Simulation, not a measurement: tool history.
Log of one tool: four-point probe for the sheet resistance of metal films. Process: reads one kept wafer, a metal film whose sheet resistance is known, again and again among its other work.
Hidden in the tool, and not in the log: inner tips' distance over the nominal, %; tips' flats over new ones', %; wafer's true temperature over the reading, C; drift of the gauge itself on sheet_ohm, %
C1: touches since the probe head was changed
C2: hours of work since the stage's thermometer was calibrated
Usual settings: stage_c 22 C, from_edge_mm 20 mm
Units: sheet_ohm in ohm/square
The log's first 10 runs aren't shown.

Run 11, hour 938.4: usual settings but stage_c 20 C; C1 48552; C2 72. Result: sheet_ohm 0.053235 ohm/square.
Run 12, hour 1002.7: usual settings but from_edge_mm 33 mm; C1 49432; C2 103. Result: sheet_ohm 0.053225 ohm/square.
Run 13, hour 1052.1: usual settings but from_edge_mm 33 mm; C1 50108; C2 127. Result: sheet_ohm 0.053195 ohm/square.
Run 14, hour 1138.2: usual settings; C1 51286; C2 169. Result: sheet_ohm 0.053232 ohm/square.
Run 15, hour 1210.8: usual settings but stage_c 20 C; C1 52281; C2 204. Result: sheet_ohm 0.053212 ohm/square.
Run 16, hour 1283.7: usual settings; C1 53279; C2 239. Result: sheet_ohm 0.053223 ohm/square.
Run 17, hour 1353.0: usual settings; C1 54228; C2 272. Result: sheet_ohm 0.053214 ohm/square.
Run 18, hour 1412.3: usual settings but stage_c 31 C; C1 55039; C2 301. Result: sheet_ohm 0.053233 ohm/square.
Run 19, hour 1525.7: usual settings but stage_c 18 C; C1 56592; C2 355. Result: sheet_ohm 0.053192 ohm/square.
Run 20, hour 1606.5: usual settings but stage_c 18 C; C1 57699; C2 394. Result: sheet_ohm 0.053195 ohm/square.
Run 21, hour 1661.5: usual settings but stage_c 18 C; C1 58452; C2 421. Result: sheet_ohm 0.053206 ohm/square.
Run 22, hour 1771.8: usual settings but stage_c 18 C, from_edge_mm 8 mm; C1 59962; C2 474. Result: sheet_ohm 0.053345 ohm/square.
Run 23, hour 1830.3: usual settings but stage_c 30 C, from_edge_mm 4 mm; C1 60762; C2 502. Result: sheet_ohm 0.053904 ohm/square.
Run 24, hour 1920.0: usual settings but stage_c 30 C, from_edge_mm 4 mm; C1 61990; C2 546. Result: sheet_ohm 0.053905 ohm/square.
Run 25, hour 1970.6: usual settings but stage_c 29 C, from_edge_mm 30 mm; C1 62684; C2 570. Result: sheet_ohm 0.053209 ohm/square.
Run 26, hour 2079.5: usual settings but stage_c 32 C, from_edge_mm 19 mm; C1 64175; C2 622. Result: sheet_ohm 0.053214 ohm/square.
Run 27, hour 2174.3: usual settings but stage_c 29 C, from_edge_mm 10 mm; C1 65473; C2 668. Result: sheet_ohm 0.053271 ohm/square.

The next listed run, before its measurement:
Run 28, hour 2238.1: usual settings but stage_c 29 C, from_edge_mm 10 mm; C1 66345; C2 699. Result: sheet_ohm ?.

Run 28 gave sheet_ohm 0.053302 ohm/square.
Without the tool's hidden state the same run would have given sheet_ohm 0.053451 ohm/square.
